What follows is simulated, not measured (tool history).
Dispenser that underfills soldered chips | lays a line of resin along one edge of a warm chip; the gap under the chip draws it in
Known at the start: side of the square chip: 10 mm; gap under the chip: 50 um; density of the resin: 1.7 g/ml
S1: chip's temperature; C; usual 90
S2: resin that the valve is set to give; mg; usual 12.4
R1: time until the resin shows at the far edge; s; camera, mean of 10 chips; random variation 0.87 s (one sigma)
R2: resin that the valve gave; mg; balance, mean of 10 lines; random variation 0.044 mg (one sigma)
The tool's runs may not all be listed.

Run 1, day 0: usual settings. Result: R1 146.3 s, R2 12.3 mg.
At day 0.092: new syringe of resin.
Run 2, day 0.367: usual settings. Result: R1 118.9 s, R2 12.26 mg.
At day 0.65: new syringe of resin.
Run 3, day 0.704: usual settings. Result: R1 88.9 s, R2 12.19 mg.
Run 4, day 0.933: usual settings. Result: R1 117.1 s, R2 12.15 mg.
At day 1.188: new syringe of resin.
Run 5, day 1.196: usual settings. Result: R1 83.8 s, R2 12.13 mg.
Run 6, day 1.604: usual settings. Result: R1 134.2 s, R2 12.12 mg.
At day 1.712: new syringe of resin.
Run 7, day 1.904: usual settings but S2 14.2 mg. Result: R1 105.6 s, R2 13.84 mg.
At day 2.279: new syringe of resin.
Run 8, day 2.388: usual settings but S2 14.2 mg. Result: R1 95 s, R2 13.76 mg.
Run 9, day 2.717: usual settings. Result: R1 145.3 s, R2 11.99 mg.
At day 2.808: new syringe of resin.
Run 10, day 2.983: usual settings. Result: R1 106 s, R2 11.97 mg.
At day 3.333: new syringe of resin.
Run 11, day 3.412: usual settings. Result: R1 93.2 s, R2 11.9 mg.
At day 3.654: dispensing valve cleaned and set on the balance.
At day 3.904: new syringe of resin.
Run 12, day 3.967: usual settings but S1 87 C. Result: R1 105.1 s, R2 12.42 mg.
Run 13, day 4.275: usual settings but S1 85 C. Result: R1 162.3 s, R2 12.38 mg.
At day 4.438: new syringe of resin.
Run 14, day 4.758: usual settings but S1 85 C, S2 10.8 mg. Result: R1 159.5 s, R2 10.62 mg.
At day 4.988: new syringe of resin.
Run 15, day 5.158: usual settings but S1 103 C, S2 10.8 mg. Result: R1 65.5 s, R2 10.69 mg.
At day 5.517: new syringe of resin.
Run 16, day 5.612: usual settings. Result: R1 94.7 s, R2 12.15 mg.
At day 6.062: new syringe of resin.
Run 17, day 6.146: usual settings. Result: R1 94.2 s, R2 12.11 mg.
Run 18, day 6.558: usual settings but S1 88 C, S2 10.6 mg. Result: R1 177.3 s, R2 10.36 mg.
At day 6.608: new syringe of resin.
Run 19, day 6.979: usual settings but S1 78 C, S2 11.3 mg. Result: R1 228 s, R2 11.01 mg.
At day 7.138: new syringe of resin.
Run 20, day 7.242: usual settings but S1 78 C, S2 11.3 mg. Result: R1 167 s, R2 10.95 mg.
Run 21, day 7.462: usual settings but S1 105 C, S2 13.2 mg. Result: R1 69.5 s, R2 12.77 mg.
At day 7.658: new syringe of resin.
Run 22, day 7.742: usual settings but S1 105 C, S2 13.2 mg. Result: R1 53.8 s, R2 12.71 mg.
Run 23, day 7.992: usual settings but S1 89 C, S2 14.4 mg. Result: R1 132 s, R2 13.79 mg.
At day 8.196: new syringe of resin.
At day 8.317: dispensing valve cleaned and set on the balance.
Run 24, day 8.433: usual settings but S1 89 C. Result: R1 112.5 s, R2 12.4 mg.
Run 25, day 8.696: usual settings but S1 89 C, S2 12.5 mg. Result: R1 153.8 s, R2 12.47 mg.
At day 8.783: new syringe of resin.
Run 26, day 9.242: usual settings but S1 88 C. Result: R1 161.2 s, R2 12.37 mg.
At day 9.321: new syringe of resin.
Run 27, day 9.638: usual settings but S1 82 C, S2 11.3 mg. Result: R1 181.7 s, R2 11.17 mg.
At day 9.862: new syringe of resin.
Run 28, day 9.958: usual settings but S1 76 C, S2 14.1 mg. Result: R1 170 s, R2 13.92 mg.
Run 29, day 10.35: usual settings but S1 76 C, S2 14.1 mg. Result: R1 275.6 s, R2 13.8 mg.
At day 10.417: new syringe of resin.
Run 30, day 10.838: usual settings but S1 76 C, S2 14.1 mg. Result: R1 263.2 s, R2 13.86 mg.
At day 10.971: new syringe of resin.
Run 31, day 11.321: usual settings but S1 100 C, S2 12.9 mg. Result: R1 89.5 s, R2 12.54 mg.
At day 11.508: new syringe of resin.
Run 32, day 11.633: usual settings but S1 100 C, S2 12.9 mg. Result: R1 67.9 s, R2 12.55 mg.
Run 33, day 11.9: usual settings but S1 99 C, S2 13.1 mg. Result: R1 98.4 s, R2 12.72 mg.
At day 12.05: new syringe of resin.
Run 34, day 12.292: usual settings but S1 99 C, S2 13.1 mg. Result: R1 81.3 s, R2 12.69 mg.

5 ways to go on from here, each from the tool as it stands after run 34. What would each give?
Run A, day 12.533: usual settings but S1 76 C, S2 13.5 mg. Result: R1 ?, R2 ?.
Run B, day 12.533: usual settings but S1 99 C, S2 11.2 mg. Result: R1 ?, R2 ?.
Run C, day 12.533: usual settings but S1 78 C, S2 13 mg. Result: R1 ?, R2 ?.
Run D, day 12.533: usual settings but S1 83 C, S2 13.2 mg. Result: R1 ?, R2 ?.
Run E, day 12.533: usual settings but S1 99 C, S2 15.4 mg. Result: R1 ?, R2 ?.

run     R1     R2
  A  277.8  13.05
  B  111.4  10.81
  C  255.3  12.55
  D  206.8  12.72
  E  107.7  14.95
Without the tool's hidden state the same runs would have given:
run     R1     R2
  A  143.7  13.53
  B   57.9  11.21
  C  131.9  13.02
  D    107  13.19
  E   56.4   15.5
